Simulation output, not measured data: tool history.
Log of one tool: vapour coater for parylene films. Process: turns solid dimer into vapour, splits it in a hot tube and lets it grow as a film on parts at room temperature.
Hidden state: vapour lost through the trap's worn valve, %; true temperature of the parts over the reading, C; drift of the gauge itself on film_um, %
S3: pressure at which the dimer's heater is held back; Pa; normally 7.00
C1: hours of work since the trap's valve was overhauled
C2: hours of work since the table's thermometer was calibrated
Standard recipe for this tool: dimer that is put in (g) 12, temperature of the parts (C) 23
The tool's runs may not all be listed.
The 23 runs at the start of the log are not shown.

Run 24, hour 929.9: usual settings but dimer that is put in (g) 17, S3 3.48 Pa; C1 330; C2 487. Result: thickness of the film (nm) 7300.
Run 25, hour 958.1: usual settings but dimer that is put in (g) 8, temperature of the parts (C) 28, S3 3.48 Pa; C1 343; C2 499. Result: thickness of the film (nm) 3140.
Run 26, hour 1005.9: usual settings but S3 10.14 Pa; C1 364; C2 521. Result: thickness of the film (nm) 4390.
Run 27, hour 1055.3: usual settings but S3 10.14 Pa; C1 387; C2 543. Result: thickness of the film (nm) 4350.
Run 28, hour 1106.2: usual settings but dimer that is put in (g) 21, S3 10.14 Pa; C1 410; C2 566. Result: thickness of the film (nm) 7660.
Run 29, hour 1161.9: usual settings but dimer that is put in (g) 7, S3 3.47 Pa; C1 435; C2 591. Result: thickness of the film (nm) 2980.
At hour 1172.7: trap's valve overhauled.
Run 30, hour 1200.5: usual settings but dimer that is put in (g) 15, temperature of the parts (C) 22, S3 4.72 Pa; C1 13; C2 607. Result: thickness of the film (nm) 6870.
Run 31, hour 1241.7: usual settings but dimer that is put in (g) 15, temperature of the parts (C) 22, S3 4.72 Pa; C1 31; C2 626. Result: thickness of the film (nm) 6930.
Run 32, hour 1273.9: usual settings but dimer that is put in (g) 5; C1 46; C2 640. Result: thickness of the film (nm) 2120.
Run 33, hour 1305.1: usual settings but dimer that is put in (g) 5, S3 4.14 Pa; C1 60; C2 654. Result: thickness of the film (nm) 2300.
Run 34, hour 1332.6: usual settings but dimer that is put in (g) 5, S3 4.14 Pa; C1 72; C2 667. Result: thickness of the film (nm) 2250.
Run 35, hour 1376.7: usual settings but dimer that is put in (g) 5, S3 4.14 Pa; C1 92; C2 687. Result: thickness of the film (nm) 2230.
Run 36, hour 1423.4: usual settings but dimer that is put in (g) 5, S3 4.14 Pa; C1 113; C2 708. Result: thickness of the film (nm) 2210.
Run 37, hour 1464.3: usual settings but dimer that is put in (g) 20, temperature of the parts (C) 32, S3 2.35 Pa; C1 132; C2 726. Result: thickness of the film (nm) 8130.
Run 38, hour 1502.7: usual settings but dimer that is put in (g) 20, temperature of the parts (C) 32, S3 2.35 Pa; C1 149; C2 743. Result: thickness of the film (nm) 8050.
Run 39, hour 1543.1: usual settings but dimer that is put in (g) 5, temperature of the parts (C) 19, S3 9.83 Pa; C1 167; C2 762. Result: thickness of the film (nm) 2090.
Run 40, hour 1577.8: usual settings but dimer that is put in (g) 5, temperature of the parts (C) 19, S3 9.83 Pa; C1 183; C2 777. Result: thickness of the film (nm) 2040.
Run 41, hour 1616.6: usual settings but dimer that is put in (g) 5, temperature of the parts (C) 19, S3 9.83 Pa; C1 200; C2 795. Result: thickness of the film (nm) 2050.
At hour 1647.1: table's thermometer calibrated.
Run 42, hour 1667.3: usual settings but dimer that is put in (g) 5, temperature of the parts (C) 19, S3 9.83 Pa; C1 223; C2 9. Result: thickness of the film (nm) 2140.

Branching from run 42: 3 alternative next runs. What would each branch give?
Run A, hour 1702.5: usual settings but dimer that is put in (g) 5, temperature of the parts (C) 19, S3 9.05 Pa; C1 239; C2 25. Result: thickness of the film (nm) ?.
Run B, hour 1702.5: usual settings but dimer that is put in (g) 6, temperature of the parts (C) 21, S3 5.70 Pa; C1 239; C2 25. Result: thickness of the film (nm) ?.
Run C, hour 1702.5: usual settings but S3 6.23 Pa; C1 239; C2 25. Result: thickness of the film (nm) ?.

run  thickness of the film (nm)
  A                        2110
  B                        2640
  C                        4970
What these runs would have given with no unlogged condition in the tool:
run  thickness of the film (nm)
  A                        2270
  B                        2830
  C                        5340
